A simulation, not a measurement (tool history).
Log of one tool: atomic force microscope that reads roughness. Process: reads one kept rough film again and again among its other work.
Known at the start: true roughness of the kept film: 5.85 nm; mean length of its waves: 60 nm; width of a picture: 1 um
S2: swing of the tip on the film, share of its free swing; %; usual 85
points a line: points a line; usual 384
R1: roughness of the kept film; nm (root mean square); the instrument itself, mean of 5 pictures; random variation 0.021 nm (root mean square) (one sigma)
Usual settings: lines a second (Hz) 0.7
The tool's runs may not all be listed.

run 1 day=0 | lines_a_second_(Hz)=0.7 S2=85 points_a_line=384 | R1=5.063
run 2 day=0.838 | lines_a_second_(Hz)=0.7 S2=59 points_a_line=384 | R1=5.365
run 3 day=1.746 | lines_a_second_(Hz)=0.7 S2=85 points_a_line=384 | R1=5.007
run 4 day=2.188 | lines_a_second_(Hz)=0.7 S2=85 points_a_line=384 | R1=4.951
run 5 day=2.746 | lines_a_second_(Hz)=0.7 S2=85 points_a_line=384 | R1=4.97
run 6 day=3.221 | lines_a_second_(Hz)=0.7 S2=64 points_a_line=384 | R1=5.268
run 7 day=4.129 | lines_a_second_(Hz)=0.7 S2=64 points_a_line=384 | R1=5.203
run 8 day=4.867 | lines_a_second_(Hz)=1.544 S2=85 points_a_line=384 | R1=4.446
run 9 day=5.733 | lines_a_second_(Hz)=0.7 S2=85 points_a_line=384 | R1=4.861
run 10 day=6.612 | lines_a_second_(Hz)=0.7 S2=85 points_a_line=384 | R1=4.836
run 11 day=7.25 | lines_a_second_(Hz)=0.7 S2=56 points_a_line=360 | R1=5.137
run 12 day=8.008 | lines_a_second_(Hz)=0.7 S2=63 points_a_line=432 | R1=5.096
run 13 day=8.538 | lines_a_second_(Hz)=0.7 S2=79 points_a_line=850 | R1=4.866

Run 14 comes next. What will it give?
run 14 day=9.421 | lines_a_second_(Hz)=2.428 S2=66 points_a_line=384 | R1=?

{"run 14": {"R1": 4.599}}
Without the tool's hidden state the same run would have given R1 5.031 nm (root mean square).
